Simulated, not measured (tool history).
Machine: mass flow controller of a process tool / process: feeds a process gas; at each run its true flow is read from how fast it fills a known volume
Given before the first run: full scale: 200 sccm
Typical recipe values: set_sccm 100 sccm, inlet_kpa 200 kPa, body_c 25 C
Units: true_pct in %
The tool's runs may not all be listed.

run 1 hour=0.0 | set_sccm=100 inlet_kpa=200 body_c=25 | true_pct=99.43
run 2 hour=212.3 | set_sccm=100 inlet_kpa=200 body_c=25 | true_pct=99.35
run 3 hour=328.6 | set_sccm=100 inlet_kpa=200 body_c=25 | true_pct=99.38
run 4 hour=494.0 | set_sccm=100 inlet_kpa=200 body_c=25 | true_pct=99.37
run 5 hour=685.5 | set_sccm=100 inlet_kpa=200 body_c=25 | true_pct=99.33
run 6 hour=900.7 | set_sccm=100 inlet_kpa=200 body_c=25 | true_pct=99.36
run 7 hour=1087.7 | set_sccm=100 inlet_kpa=200 body_c=25 | true_pct=99.33
run 8 hour=1240.2 | set_sccm=100 inlet_kpa=200 body_c=25 | true_pct=99.35
run 9 hour=1384.9 | set_sccm=100 inlet_kpa=200 body_c=25 | true_pct=99.34
run 10 hour=1611.5 | set_sccm=100 inlet_kpa=200 body_c=25 | true_pct=99.50
run 11 hour=1753.3 | set_sccm=100 inlet_kpa=177 body_c=37 | true_pct=98.83
run 12 hour=1879.1 | set_sccm=100 inlet_kpa=177 body_c=37 | true_pct=98.85
run 13 hour=2038.8 | set_sccm=100 inlet_kpa=177 body_c=37 | true_pct=98.72
run 14 hour=2145.7 | set_sccm=100 inlet_kpa=177 body_c=37 | true_pct=98.72
run 15 hour=2343.3 | set_sccm=68 inlet_kpa=169 body_c=22 | true_pct=99.97
run 16 hour=2452.6 | set_sccm=41 inlet_kpa=188 body_c=27 | true_pct=100.28
run 17 hour=2581.9 | set_sccm=100 inlet_kpa=200 body_c=26 | true_pct=99.30
run 18 hour=2674.5 | set_sccm=100 inlet_kpa=200 body_c=26 | true_pct=99.34
run 19 hour=2880.1 | set_sccm=100 inlet_kpa=170 body_c=38 | true_pct=98.71

4 ways to go on from here, each from the tool as it stands after run 19. What would each give?
run A hour=2978.2 | set_sccm=70 inlet_kpa=160 body_c=27 | true_pct=?
run B hour=2978.2 | set_sccm=42 inlet_kpa=270 body_c=38 | true_pct=?
run C hour=2978.2 | set_sccm=100 inlet_kpa=164 body_c=27 | true_pct=?
run D hour=2978.2 | set_sccm=45 inlet_kpa=200 body_c=39 | true_pct=?

run=A true_pct=99.79
run=B true_pct=99.21
run=C true_pct=99.47
run=D true_pct=99.41
Without the tool's unlogged condition, the same runs would have read:
run=A true_pct=99.35
run=B true_pct=97.82
run=C true_pct=99.45
run=D true_pct=98.17

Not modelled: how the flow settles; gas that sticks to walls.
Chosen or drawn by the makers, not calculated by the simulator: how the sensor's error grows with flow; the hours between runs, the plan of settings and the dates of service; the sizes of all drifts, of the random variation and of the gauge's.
